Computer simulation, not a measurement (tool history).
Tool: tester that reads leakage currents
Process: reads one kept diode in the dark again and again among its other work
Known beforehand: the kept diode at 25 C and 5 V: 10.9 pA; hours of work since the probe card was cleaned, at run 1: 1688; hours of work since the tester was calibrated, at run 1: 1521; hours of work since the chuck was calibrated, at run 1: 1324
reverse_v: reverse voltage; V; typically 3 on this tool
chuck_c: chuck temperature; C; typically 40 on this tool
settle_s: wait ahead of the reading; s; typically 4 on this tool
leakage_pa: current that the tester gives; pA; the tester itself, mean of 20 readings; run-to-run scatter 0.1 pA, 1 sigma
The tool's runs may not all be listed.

| run | hour | reverse_v | chuck_c | settle_s | hours of work since the probe card was cleaned | hours of work since the tester was calibrated | hours of work since the chuck was calibrated | leakage_pa |
|---|---|---|---|---|---|---|---|---|
| 1 | 0 | 3 | 40 | 4 | 1688 | 1521 | 1324 | 28.77 |
| 2 | 61.9 | 3 | 40 | 4 | 1715 | 1549 | 1352 | 28.9 |
| 3 | 141.4 | 2.55 | 40 | 4 | 1750 | 1584 | 1387 | 26.7 |
|  | 210.5 | chuck's temperature calibrated |
| 4 | 261.5 | 1.03 | 40 | 4 | 1802 | 1636 | 23 | 19.5 |
| 5 | 404.8 | 10.96 | 40 | 4 | 1866 | 1699 | 86 | 64.24 |
| 6 | 484.3 | 10.96 | 40 | 4 | 1901 | 1734 | 121 | 64.31 |
| 7 | 599.1 | 10.96 | 40 | 4 | 1952 | 1785 | 172 | 64.43 |
| 8 | 680.8 | 3 | 40 | 4 | 1988 | 1821 | 208 | 32.39 |
| 9 | 819.2 | 7.63 | 40 | 4 | 2049 | 1882 | 269 | 52.54 |
| 10 | 966.2 | 3 | 39 | 4 | 2114 | 1947 | 334 | 30.22 |
| 11 | 1080.5 | 3 | 39 | 4 | 2164 | 1998 | 385 | 29.91 |
| 12 | 1212.8 | 1.26 | 40 | 4 | 2223 | 2056 | 443 | 20.86 |
| 13 | 1330.1 | 3 | 40 | 0.48 | 2275 | 2108 | 495 | 32.67 |
| 14 | 1410.1 | 3 | 40 | 1.35 | 2310 | 2144 | 530 | 32.32 |
| 15 | 1504.2 | 3 | 40 | 4 | 2352 | 2185 | 572 | 31.92 |
| 16 | 1586 | 3 | 40 | 4 | 2388 | 2221 | 608 | 31.71 |
| 17 | 1677.2 | 3 | 40 | 4 | 2428 | 2262 | 648 | 31.75 |
| 18 | 1790.4 | 3 | 40 | 4 | 2478 | 2312 | 698 | 31.65 |
| 19 | 1901.7 | 3 | 36 | 4 | 2527 | 2361 | 748 | 24.31 |
| 20 | 2037.2 | 3 | 36 | 4 | 2587 | 2421 | 807 | 24.12 |
| 21 | 2135.6 | 3 | 36 | 4 | 2631 | 2464 | 851 | 24.4 |
| 22 | 2198 | 3 | 36 | 4 | 2658 | 2492 | 878 | 24.26 |
| 23 | 2323.3 | 3 | 40 | 3.3 | 2714 | 2547 | 934 | 31.35 |
| 24 | 2449.1 | 3 | 40 | 3.3 | 2769 | 2603 | 989 | 31.27 |
| 25 | 2543.1 | 3.97 | 34 | 0.47 | 2811 | 2644 | 1031 | 26.08 |
| 26 | 2649.9 | 3.97 | 34 | 0.47 | 2858 | 2692 | 1078 | 26.09 |
| 27 | 2726.2 | 3 | 47 | 4 | 2892 | 2725 | 1112 | 49.49 |
| 28 | 2853.3 | 3 | 49 | 4 | 2948 | 2781 | 1168 | 56.55 |
| 29 | 3001.8 | 3 | 51 | 0.71 | 3014 | 2847 | 1234 | 64.12 |
| 30 | 3063.8 | 1.91 | 34 | 6.06 | 3041 | 2875 | 1261 | 16.43 |
| 31 | 3210.9 | 4.09 | 25 | 1.04 | 3106 | 2940 | 1326 | 16.43 |
| 32 | 3312.1 | 8.61 | 40 | 1.03 | 3151 | 2984 | 1371 | 57.01 |
| 33 | 3379.7 | 8.61 | 40 | 1.03 | 3181 | 3014 | 1401 | 56.9 |
|  | 3411 | chuck's temperature calibrated |
| 34 | 3490.3 | 3.21 | 43 | 0.39 | 3229 | 3062 | 35 | 44.86 |
| 35 | 3634.7 | 1.2 | 43 | 0.39 | 3292 | 3126 | 99 | 26.99 |
| 36 | 3743.6 | 1.17 | 43 | 2.28 | 3341 | 3174 | 147 | 26.34 |
| 37 | 3816.2 | 3 | 55 | 4 | 3373 | 3206 | 179 | 93.21 |
| 38 | 3960.2 | 3 | 55 | 4 | 3436 | 3270 | 243 | 92.19 |
| 39 | 4029.4 | 3 | 55 | 4 | 3467 | 3300 | 273 | 91.67 |
| 40 | 4161.6 | 3 | 55 | 4 | 3525 | 3359 | 332 | 91.45 |
| 41 | 4267.3 | 3 | 55 | 4 | 3572 | 3406 | 378 | 91.17 |

Below are 3 alternative next runs, each starting from the tool's condition after run 41. Predict each:
| A | 4383.8 | 15.57 | 25 | 5.95 | 3624 | 3457 | 430 | ? |
| B | 4383.8 | 2.64 | 40 | 1.46 | 3624 | 3457 | 430 | ? |
| C | 4383.8 | 3.1 | 39 | 4 | 3624 | 3457 | 430 | ? |

| run | leakage_pa |
|---|---|
| A | 50.34 |
| B | 32.07 |
| C | 32.67 |
Without the tool's unlogged condition, the same runs would have read:
| run | leakage_pa |
|---|---|
| A | 18.68 |
| B | 28.06 |
| C | 27.7 |
